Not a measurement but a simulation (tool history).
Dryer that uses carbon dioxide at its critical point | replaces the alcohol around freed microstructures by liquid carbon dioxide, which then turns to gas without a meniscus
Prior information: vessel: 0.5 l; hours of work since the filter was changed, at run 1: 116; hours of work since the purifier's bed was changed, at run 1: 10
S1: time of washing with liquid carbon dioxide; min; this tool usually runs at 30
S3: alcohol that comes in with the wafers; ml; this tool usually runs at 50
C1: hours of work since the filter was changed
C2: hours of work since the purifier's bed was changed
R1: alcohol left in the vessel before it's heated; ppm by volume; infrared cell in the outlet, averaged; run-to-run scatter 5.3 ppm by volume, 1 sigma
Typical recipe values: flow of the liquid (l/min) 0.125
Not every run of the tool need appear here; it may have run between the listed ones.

Run 1, hour 0: usual settings; C1 116; C2 10. Result: R1 187 ppm by volume.
Run 2, hour 19.6: usual settings; C1 123; C2 18. Result: R1 196 ppm by volume.
Run 3, hour 49.5: usual settings; C1 135; C2 30. Result: R1 200 ppm by volume.
Run 4, hour 64.6: usual settings; C1 141; C2 35. Result: R1 205 ppm by volume.
Run 5, hour 79.9: usual settings; C1 146; C2 41. Result: R1 202 ppm by volume.
Run 6, hour 112.1: usual settings; C1 159; C2 54. Result: R1 205 ppm by volume.
Run 7, hour 144.8: usual settings; C1 172; C2 66. Result: R1 214 ppm by volume.
Run 8, hour 172.5: usual settings; C1 182; C2 77. Result: R1 234 ppm by volume.
Run 9, hour 192.7: usual settings; C1 190; C2 85. Result: R1 237 ppm by volume.
Run 10, hour 221.9: usual settings; C1 201; C2 96. Result: R1 256 ppm by volume.
Run 11, hour 252.9: usual settings; C1 213; C2 108. Result: R1 257 ppm by volume.
Run 12, hour 273.7: usual settings; C1 221; C2 116. Result: R1 272 ppm by volume.
Run 13, hour 304.7: usual settings; C1 233; C2 128. Result: R1 284 ppm by volume.
Run 14, hour 332.6: usual settings but flow of the liquid (l/min) 0.115; C1 244; C2 139. Result: R1 468 ppm by volume.
Run 15, hour 364.7: usual settings but flow of the liquid (l/min) 0.115; C1 257; C2 151. Result: R1 463 ppm by volume.
Run 16, hour 379.8: usual settings but flow of the liquid (l/min) 0.115; C1 262; C2 157. Result: R1 502 ppm by volume.
Run 17, hour 410.4: usual settings but flow of the liquid (l/min) 0.115; C1 274; C2 169. Result: R1 515 ppm by volume.
Run 18, hour 432.1: usual settings; C1 283; C2 178. Result: R1 344 ppm by volume.
Run 19, hour 452.6: usual settings; C1 291; C2 185. Result: R1 354 ppm by volume.
Run 20, hour 468: usual settings; C1 297; C2 191. Result: R1 357 ppm by volume.
Run 21, hour 497.6: usual settings; C1 308; C2 203. Result: R1 370 ppm by volume.
Run 22, hour 512: usual settings but flow of the liquid (l/min) 0.207; C1 314; C2 208. Result: R1 22 ppm by volume.
At hour 539.9: inlet filter changed.
Run 23, hour 541.3: usual settings but S1 47 min, flow of the liquid (l/min) 0.129, S3 30 ml; C1 1; C2 219. Result: R1 11 ppm by volume.
Run 24, hour 558.3: usual settings but S1 47 min, flow of the liquid (l/min) 0.129, S3 30 ml; C1 7; C2 226. Result: R1 14 ppm by volume.
Run 25, hour 578.8: usual settings but flow of the liquid (l/min) 0.113, S3 54 ml; C1 15; C2 234. Result: R1 270 ppm by volume.
Run 26, hour 608.7: usual settings but flow of the liquid (l/min) 0.103, S3 54 ml; C1 27; C2 245. Result: R1 457 ppm by volume.
Run 27, hour 628.3: usual settings but flow of the liquid (l/min) 0.103, S3 54 ml; C1 34; C2 253. Result: R1 480 ppm by volume.
Run 28, hour 660: usual settings but S3 27 ml; C1 46; C2 265. Result: R1 84 ppm by volume.
Run 29, hour 692.1: usual settings but S3 27 ml; C1 59; C2 278. Result: R1 84 ppm by volume.
Run 30, hour 713.8: usual settings but S1 33 min, flow of the liquid (l/min) 0.13, S3 87 ml; C1 67; C2 286. Result: R1 112 ppm by volume.
Run 31, hour 738: usual settings but S1 42 min, flow of the liquid (l/min) 0.121, S3 23 ml; C1 77; C2 295. Result: R1 32 ppm by volume.
Run 32, hour 752.9: usual settings but S1 42 min, flow of the liquid (l/min) 0.121, S3 23 ml; C1 82; C2 301. Result: R1 22 ppm by volume.
Run 33, hour 772.9: usual settings but S1 42 min, flow of the liquid (l/min) 0.129; C1 90; C2 309. Result: R1 24 ppm by volume.
Run 34, hour 791.3: usual settings but S1 42 min, flow of the liquid (l/min) 0.168, S3 44 ml; C1 97; C2 316. Result: R1 17 ppm by volume.
Run 35, hour 814.6: usual settings but S1 43 min, flow of the liquid (l/min) 0.087, S3 101 ml; C1 106; C2 325. Result: R1 374 ppm by volume.
Run 36, hour 842.9: usual settings but S1 43 min, flow of the liquid (l/min) 0.087, S3 101 ml; C1 117; C2 336. Result: R1 390 ppm by volume.
Run 37, hour 871.7: usual settings but S1 29 min, flow of the liquid (l/min) 0.134; C1 128; C2 347. Result: R1 165 ppm by volume.
Run 38, hour 896: usual settings but S1 39 min, flow of the liquid (l/min) 0.101, S3 33 ml; C1 138; C2 357. Result: R1 116 ppm by volume.
Run 39, hour 909.7: usual settings but S1 39 min, flow of the liquid (l/min) 0.101, S3 33 ml; C1 143; C2 362. Result: R1 113 ppm by volume.
Run 40, hour 938.1: usual settings but S1 39 min, flow of the liquid (l/min) 0.101, S3 33 ml; C1 154; C2 373. Result: R1 112 ppm by volume.

Across each entry between runs, compare the hidden state at the last listed run before it with the hidden state at the first listed run after it:
From run 22 to run 23: inlet filter changed (hour 539.9)
  flow that reaches the vessel past the clogged filter, %: 82.2 -> 99.4; alcohol in the recycled carbon dioxide, ppm: 14 -> 14.4
  measured value less the no-hidden-state value, R1: +16 -> +10 ppm by volume
